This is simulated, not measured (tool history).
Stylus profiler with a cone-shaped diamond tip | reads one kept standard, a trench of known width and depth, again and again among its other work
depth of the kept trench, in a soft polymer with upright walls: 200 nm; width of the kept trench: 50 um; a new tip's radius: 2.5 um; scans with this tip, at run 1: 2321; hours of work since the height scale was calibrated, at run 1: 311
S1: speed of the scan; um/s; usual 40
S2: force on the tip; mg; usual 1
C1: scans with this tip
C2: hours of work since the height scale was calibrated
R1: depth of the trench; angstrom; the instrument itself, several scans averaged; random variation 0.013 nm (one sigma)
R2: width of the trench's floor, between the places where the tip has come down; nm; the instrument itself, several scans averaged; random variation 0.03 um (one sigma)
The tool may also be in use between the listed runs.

| run | day | S1 | S2 | C1 | C2 | R1 | R2 |
|---|---|---|---|---|---|---|---|
| 1 | 0 | 40 | 1 | 2321 | 311 | 2006.8 | 47550 |
| 2 | 0.371 | 32 | 1 | 2363 | 316 | 2007.3 | 47670 |
| 3 | 0.9 | 142 | 1 | 2424 | 324 | 2007 | 46610 |
| 4 | 1.275 | 142 | 1 | 2467 | 330 | 2006.8 | 46620 |
| 5 | 1.9 | 142 | 1 | 2539 | 340 | 2006.9 | 46670 |
| 6 | 2.279 | 142 | 1 | 2582 | 346 | 2007 | 46660 |
| 7 | 2.65 | 142 | 1 | 2625 | 351 | 2007 | 46660 |
| 8 | 2.938 | 12 | 1 | 2657 | 356 | 2006.8 | 47750 |
| 9 | 3.312 | 11 | 1 | 2701 | 361 | 2007 | 47850 |
| 10 | 3.642 | 40 | 1 | 2738 | 366 | 2007.1 | 47540 |
| 11 | 4.108 | 40 | 1 | 2792 | 374 | 2006.7 | 47520 |
|  | 4.183 | height scale calibrated on a step standard |
| 12 | 4.488 | 10 | 0.84 | 2833 | 5 | 2006 | 47770 |
| 13 | 5.2 | 86 | 1.87 | 2915 | 16 | 2010.7 | 47330 |
|  | 5.425 | height scale calibrated on a step standard, once more |
| 14 | 5.579 | 86 | 1.87 | 2956 | 2 | 2010.4 | 47300 |
| 15 | 6.254 | 40 | 1.64 | 3033 | 13 | 2009.4 | 47580 |
| 16 | 6.854 | 110 | 1.3 | 3102 | 22 | 2007.8 | 47050 |
| 17 | 7.475 | 110 | 1.3 | 3173 | 31 | 2007.9 | 46960 |
| 18 | 7.996 | 110 | 1.3 | 3233 | 39 | 2008 | 47040 |
| 19 | 8.542 | 80 | 0.65 | 3295 | 48 | 2004.8 | 46980 |

The same runs without the tool's hidden state, with the same run-to-run variation:
The hidden state here: radius of the tip, um; height scale over the true one, %; drift of the gauge itself on depth_nm, %; drift of the gauge itself on floor_um, %.
| run | R1 | R2 |
|---|---|---|
| 1 | 2007 | 47700 |
| 2 | 2007.5 | 47820 |
| 3 | 2007.2 | 46760 |
| 4 | 2007.1 | 46780 |
| 5 | 2007.2 | 46820 |
| 6 | 2007.3 | 46820 |
| 7 | 2007.3 | 46820 |
| 8 | 2007.1 | 47910 |
| 9 | 2007.3 | 48010 |
| 10 | 2007.4 | 47710 |
| 11 | 2007.1 | 47690 |
| 12 | 2006.4 | 47940 |
| 13 | 2011.2 | 47500 |
| 14 | 2010.9 | 47470 |
| 15 | 2010 | 47760 |
| 16 | 2008.4 | 47230 |
| 17 | 2008.5 | 47150 |
| 18 | 2008.7 | 47230 |
| 19 | 2005.5 | 47170 |
